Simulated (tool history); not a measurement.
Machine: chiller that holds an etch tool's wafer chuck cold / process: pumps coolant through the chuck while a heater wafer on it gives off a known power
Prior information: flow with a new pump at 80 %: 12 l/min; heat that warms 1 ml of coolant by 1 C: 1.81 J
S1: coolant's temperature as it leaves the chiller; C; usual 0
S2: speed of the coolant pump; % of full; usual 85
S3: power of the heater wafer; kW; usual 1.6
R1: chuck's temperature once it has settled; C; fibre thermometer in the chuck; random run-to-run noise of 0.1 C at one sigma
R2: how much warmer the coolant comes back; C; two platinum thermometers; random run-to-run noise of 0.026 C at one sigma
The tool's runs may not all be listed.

run 1 hour=0 | S1=0 S2=85 S3=1.6 | R1=11.8 R2=4.16
run 2 hour=27.7 | S1=0 S2=85 S3=1.6 | R1=11.6 R2=4.17
run 3 hour=43.7 | S1=0 S2=85 S3=1.6 | R1=11.6 R2=4.18
run 4 hour=61.7 | S1=0 S2=85 S3=1.6 | R1=11.5 R2=4.16
run 5 hour=87.8 | S1=0 S2=85 S3=1.6 | R1=11.6 R2=4.19
run 6 hour=108.6 | S1=0 S2=85 S3=1.6 | R1=11.8 R2=4.14
run 7 hour=142.1 | S1=0 S2=85 S3=1.6 | R1=11.8 R2=4.17
run 8 hour=176.8 | S1=0 S2=85 S3=1.6 | R1=11.8 R2=4.22
run 9 hour=213.3 | S1=0 S2=85 S3=1.6 | R1=11.7 R2=4.17
run 10 hour=240.3 | S1=0 S2=85 S3=1.418 | R1=10.2 R2=3.71
run 11 hour=275 | S1=0 S2=69 S3=1.193 | R1=10.4 R2=3.86
run 12 hour=294.6 | S1=-4 S2=85 S3=1.004 | R1=3.1 R2=2.6
run 13 hour=325.3 | S1=-9 S2=71 S3=1.6 | R1=4.6 R2=5.02
run 14 hour=352.3 | S1=-9 S2=64 S3=1.6 | R1=5.9 R2=5.51
run 15 hour=377.3 | S1=6 S2=85 S3=1.6 | R1=17.7 R2=4.17
run 16 hour=399.5 | S1=0 S2=61 S3=2.335 | R1=22.6 R2=8.43
run 17 hour=426.8 | S1=-9 S2=61 S3=2.335 | R1=13.8 R2=8.43
run 18 hour=444.8 | S1=-9 S2=61 S3=2.335 | R1=13.8 R2=8.42
run 19 hour=467.1 | S1=-9 S2=61 S3=2.335 | R1=13.7 R2=8.52

Predict each of these 5 candidate next runs independently; none follows another, all start after run 19:
run A hour=491 | S1=-9 S2=96 S3=1.812 | R1=? R2=?
run B hour=491 | S1=-9 S2=61 S3=0.944 | R1=? R2=?
run C hour=491 | S1=2 S2=86 S3=0.935 | R1=? R2=?
run D hour=491 | S1=-4 S2=65 S3=1.749 | R1=? R2=?
run E hour=491 | S1=1 S2=75 S3=1.6 | R1=? R2=?

run=A R1=2.8 R2=4.23
run=B R1=0.2 R2=3.41
run=C R1=8.8 R2=2.4
run=D R1=12 R2=5.97
run=E R1=14 R2=4.71
The same runs, with their run-to-run variation unchanged, on a tool lacking any hidden condition would have given:
run=A R1=2.8 R2=4.23
run=B R1=0.2 R2=3.41
run=C R1=8.8 R2=2.4
run=D R1=12 R2=5.97
run=E R1=14 R2=4.71
